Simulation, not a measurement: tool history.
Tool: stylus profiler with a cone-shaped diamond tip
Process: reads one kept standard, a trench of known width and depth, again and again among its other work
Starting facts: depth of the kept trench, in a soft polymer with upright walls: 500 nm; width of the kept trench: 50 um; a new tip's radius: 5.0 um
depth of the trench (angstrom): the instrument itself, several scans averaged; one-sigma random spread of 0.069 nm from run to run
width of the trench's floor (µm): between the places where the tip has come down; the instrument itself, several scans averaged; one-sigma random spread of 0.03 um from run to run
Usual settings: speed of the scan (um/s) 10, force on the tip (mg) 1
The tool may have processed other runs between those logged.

run,hour,speed of the scan (um/s),force on the tip (mg),depth of the trench (angstrom),width of the trench's floor (µm)
1,0,10,1,5032.6,45.48
2,23.6,10,1,5032.4,45.5
3,52.9,10,1,5032.4,45.48
4,75,10,1,5034.1,45.51
5,94.3,10,1,5033,45.46
6,107.2,10,1,5032.6,45.49
7,137.3,10,1,5032.5,45.46
8,154.2,10,1,5032.5,45.43
9,185.4,10,1,5032.5,45.45
10,198.1,10,1,5030.1,45.52
11,227.1,6,1,5031.4,45.49
12,245.9,6,1,5031.2,45.48
13,263.6,5,1,5032.2,45.51
14,283.1,5,1,5031.3,45.47
15,301.5,10,2.33,5058.2,45.44
16,319.7,10,2.33,5056.9,45.43
17,349.9,5,1,5029.3,45.45
18,381.1,14,0.36,5013.3,45.34
19,402.2,14,0.36,5012.3,45.32
20,426.1,14,1.92,5050,45.35
# hour 428.3: height scale calibrated on a step standard
21,450.3,4,1.15,5032.9,45.41
22,464.3,13,0.74,5021.8,45.34
23,486.5,4,2.99,5066.9,45.38
24,505,7,2.99,5067.2,45.42

Estimate the outcome of run 25 from the log above:
25,519.4,31,1,?,?

depth of the trench (angstrom): 5028
width of the trench's floor (µm): 45.19
If the tool had no hidden condition, the same run with the same run-to-run variation would have returned depth of the trench (angstrom) 5034.3, width of the trench's floor (µm) 45.38.
